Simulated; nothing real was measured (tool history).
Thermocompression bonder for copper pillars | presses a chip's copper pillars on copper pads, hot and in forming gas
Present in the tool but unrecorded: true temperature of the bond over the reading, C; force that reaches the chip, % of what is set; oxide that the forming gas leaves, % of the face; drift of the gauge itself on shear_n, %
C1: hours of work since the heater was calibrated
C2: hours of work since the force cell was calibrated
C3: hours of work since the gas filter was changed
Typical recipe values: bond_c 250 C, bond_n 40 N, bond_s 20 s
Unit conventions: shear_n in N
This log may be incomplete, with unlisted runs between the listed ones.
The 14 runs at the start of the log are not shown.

{"run": 15, "hour": 409.9, "bond_c": 250, "bond_n": 40, "bond_s": 23, "C1": 706, "C2": 1182, "C3": 97, "shear_n": 79.8}
{"run": 16, "hour": 435.9, "bond_c": 250, "bond_n": 40, "bond_s": 23, "C1": 718, "C2": 1194, "C3": 109, "shear_n": 79.8}
{"run": 17, "hour": 460.1, "bond_c": 250, "bond_n": 40, "bond_s": 23, "C1": 729, "C2": 1205, "C3": 120, "shear_n": 80.1}
{"run": 18, "hour": 484.7, "bond_c": 250, "bond_n": 40, "bond_s": 23, "C1": 740, "C2": 1216, "C3": 131, "shear_n": 80}
{"run": 19, "hour": 518.7, "bond_c": 250, "bond_n": 40, "bond_s": 23, "C1": 756, "C2": 1232, "C3": 147, "shear_n": 79.2}
{"hour": 543.9, "done": "gauge calibrated"}
{"run": 20, "hour": 545.9, "bond_c": 250, "bond_n": 40, "bond_s": 20, "C1": 768, "C2": 1244, "C3": 159, "shear_n": 78.2}
{"hour": 558.7, "done": "force cell calibrated"}
{"run": 21, "hour": 568.4, "bond_c": 255, "bond_n": 39, "bond_s": 27, "C1": 778, "C2": 4, "C3": 169, "shear_n": 87}
{"run": 22, "hour": 588.6, "bond_c": 261, "bond_n": 59, "bond_s": 20, "C1": 787, "C2": 14, "C3": 178, "shear_n": 102.3}
{"run": 23, "hour": 612.2, "bond_c": 261, "bond_n": 46, "bond_s": 17, "C1": 798, "C2": 25, "C3": 189, "shear_n": 88.2}
{"run": 24, "hour": 639.4, "bond_c": 268, "bond_n": 46, "bond_s": 20, "C1": 811, "C2": 37, "C3": 201, "shear_n": 95.7}
{"hour": 645.7, "done": "forming gas filter changed"}
{"run": 25, "hour": 674.7, "bond_c": 249, "bond_n": 51, "bond_s": 20, "C1": 827, "C2": 53, "C3": 13, "shear_n": 89.3}
{"run": 26, "hour": 691.1, "bond_c": 249, "bond_n": 50, "bond_s": 39, "C1": 834, "C2": 60, "C3": 21, "shear_n": 100.5}
{"run": 27, "hour": 721.7, "bond_c": 246, "bond_n": 40, "bond_s": 57, "C1": 848, "C2": 75, "C3": 35, "shear_n": 97.5}
{"run": 28, "hour": 742.9, "bond_c": 246, "bond_n": 40, "bond_s": 57, "C1": 858, "C2": 84, "C3": 45, "shear_n": 97}
{"run": 29, "hour": 780.8, "bond_c": 246, "bond_n": 40, "bond_s": 57, "C1": 875, "C2": 102, "C3": 62, "shear_n": 97.8}
{"run": 30, "hour": 800.6, "bond_c": 246, "bond_n": 50, "bond_s": 57, "C1": 884, "C2": 111, "C3": 71, "shear_n": 104.9}
{"run": 31, "hour": 818.3, "bond_c": 246, "bond_n": 50, "bond_s": 57, "C1": 892, "C2": 119, "C3": 79, "shear_n": 105.6}
{"run": 32, "hour": 839.9, "bond_c": 258, "bond_n": 40, "bond_s": 20, "C1": 902, "C2": 129, "C3": 89, "shear_n": 82.3}
{"run": 33, "hour": 866.4, "bond_c": 250, "bond_n": 28, "bond_s": 20, "C1": 914, "C2": 141, "C3": 101, "shear_n": 60.6}
{"run": 34, "hour": 893.2, "bond_c": 250, "bond_n": 47, "bond_s": 20, "C1": 927, "C2": 153, "C3": 114, "shear_n": 84.4}
{"run": 35, "hour": 916.7, "bond_c": 250, "bond_n": 47, "bond_s": 29, "C1": 938, "C2": 164, "C3": 124, "shear_n": 93.1}
{"run": 36, "hour": 945.5, "bond_c": 272, "bond_n": 24, "bond_s": 29, "C1": 951, "C2": 177, "C3": 138, "shear_n": 74.6}
{"run": 37, "hour": 963.3, "bond_c": 222, "bond_n": 55, "bond_s": 31, "C1": 959, "C2": 185, "C3": 146, "shear_n": 82.6}
{"run": 38, "hour": 980.4, "bond_c": 222, "bond_n": 55, "bond_s": 31, "C1": 967, "C2": 193, "C3": 154, "shear_n": 82.1}
{"run": 39, "hour": 998.6, "bond_c": 222, "bond_n": 55, "bond_s": 31, "C1": 975, "C2": 202, "C3": 162, "shear_n": 82.9}

Here are 4 independent what-if runs from the current tool condition. What would each one return?
{"run": "A", "hour": 1014.6, "bond_c": 222, "bond_n": 47, "bond_s": 31, "C1": 982, "C2": 209, "C3": 169, "shear_n": "?"}
{"run": "B", "hour": 1014.6, "bond_c": 241, "bond_n": 24, "bond_s": 19, "C1": 982, "C2": 209, "C3": 169, "shear_n": "?"}
{"run": "C", "hour": 1014.6, "bond_c": 243, "bond_n": 44, "bond_s": 17, "C1": 982, "C2": 209, "C3": 169, "shear_n": "?"}
{"run": "D", "hour": 1014.6, "bond_c": 250, "bond_n": 56, "bond_s": 20, "C1": 982, "C2": 209, "C3": 169, "shear_n": "?"}

run=A shear_n=75.4
run=B shear_n=47.1
run=C shear_n=73.3
run=D shear_n=92.3
Stripped of hidden state, with their random variation kept, the same runs would have yielded:
run=A shear_n=77.1
run=B shear_n=48.1
run=C shear_n=74.9
run=D shear_n=94.3
